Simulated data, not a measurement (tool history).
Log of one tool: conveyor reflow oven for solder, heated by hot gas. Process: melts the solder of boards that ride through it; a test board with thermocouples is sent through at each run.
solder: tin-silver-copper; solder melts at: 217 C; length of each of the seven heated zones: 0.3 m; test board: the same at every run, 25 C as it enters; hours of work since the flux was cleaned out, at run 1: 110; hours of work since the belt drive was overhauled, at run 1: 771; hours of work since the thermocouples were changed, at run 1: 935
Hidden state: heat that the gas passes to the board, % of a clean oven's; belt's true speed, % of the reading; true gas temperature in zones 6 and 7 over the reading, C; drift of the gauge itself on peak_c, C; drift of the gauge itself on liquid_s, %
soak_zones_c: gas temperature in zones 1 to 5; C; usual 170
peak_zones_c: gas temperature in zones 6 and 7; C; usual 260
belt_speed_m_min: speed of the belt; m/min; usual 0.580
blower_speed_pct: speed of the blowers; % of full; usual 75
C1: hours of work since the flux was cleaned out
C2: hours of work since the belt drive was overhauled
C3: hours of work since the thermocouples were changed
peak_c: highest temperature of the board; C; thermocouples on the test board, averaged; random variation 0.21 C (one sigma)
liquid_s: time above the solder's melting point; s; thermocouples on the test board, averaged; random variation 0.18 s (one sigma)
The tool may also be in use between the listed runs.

Run 1, day 0.000: usual settings; C1 110; C2 771; C3 935. Result: peak_c 242.7 C, liquid_s 38.1 s.
Run 2, day 1.588: usual settings; C1 129; C2 790; C3 954. Result: peak_c 242.6 C, liquid_s 38.5 s.
Run 3, day 3.029: usual settings; C1 146; C2 807; C3 971. Result: peak_c 242.6 C, liquid_s 38.3 s.
Run 4, day 4.029: usual settings but belt_speed_m_min 0.616 m/min; C1 158; C2 819; C3 983. Result: peak_c 240.4 C, liquid_s 33.8 s.
Run 5, day 4.750: usual settings; C1 167; C2 828; C3 992. Result: peak_c 242.5 C, liquid_s 38.2 s.
Run 6, day 6.354: usual settings; C1 187; C2 847; C3 1011. Result: peak_c 242.4 C, liquid_s 38.3 s.
Run 7, day 7.933: usual settings; C1 206; C2 866; C3 1030. Result: peak_c 242.6 C, liquid_s 38.3 s.
Run 8, day 9.162: usual settings; C1 220; C2 881; C3 1045. Result: peak_c 242.9 C, liquid_s 38.0 s.
Run 9, day 10.738: usual settings; C1 239; C2 900; C3 1064. Result: peak_c 242.5 C, liquid_s 38.4 s.
Run 10, day 11.642: usual settings; C1 250; C2 911; C3 1075. Result: peak_c 242.6 C, liquid_s 38.0 s.
Run 11, day 12.708: usual settings; C1 263; C2 924; C3 1088. Result: peak_c 242.4 C, liquid_s 38.1 s.
Run 12, day 13.479: usual settings; C1 272; C2 933; C3 1097. Result: peak_c 242.8 C, liquid_s 37.8 s.
At day 15.117: thermocouples of zones 6 and 7 changed.
Run 13, day 15.200: usual settings; C1 292; C2 953; C3 1. Result: peak_c 242.6 C, liquid_s 38.2 s.
Run 14, day 16.583: usual settings; C1 309; C2 970; C3 18. Result: peak_c 242.5 C, liquid_s 38.4 s.
Run 15, day 18.038: usual settings; C1 326; C2 987; C3 35. Result: peak_c 243.0 C, liquid_s 38.2 s.
Run 16, day 19.292: usual settings but soak_zones_c 169 C, belt_speed_m_min 0.614 m/min, blower_speed_pct 51 % of full; C1 341; C2 1002; C3 50. Result: peak_c 235.2 C, liquid_s 27.7 s.
Run 17, day 20.554: usual settings but soak_zones_c 155 C, peak_zones_c 253 C, belt_speed_m_min 0.492 m/min, blower_speed_pct 72 % of full; C1 357; C2 1017; C3 66. Result: peak_c 238.6 C, liquid_s 38.6 s.

Forecast run 18:
Run 18, day 21.550: usual settings but soak_zones_c 155 C, peak_zones_c 253 C, belt_speed_m_min 0.492 m/min, blower_speed_pct 72 % of full; C1 369; C2 1029; C3 78. Result: peak_c ?, liquid_s ?.

{"run 18": {"peak_c": 238.9, "liquid_s": 38.7}}
Without the tool's hidden state the same run would have given peak_c 238.9 C, liquid_s 38.7 s.

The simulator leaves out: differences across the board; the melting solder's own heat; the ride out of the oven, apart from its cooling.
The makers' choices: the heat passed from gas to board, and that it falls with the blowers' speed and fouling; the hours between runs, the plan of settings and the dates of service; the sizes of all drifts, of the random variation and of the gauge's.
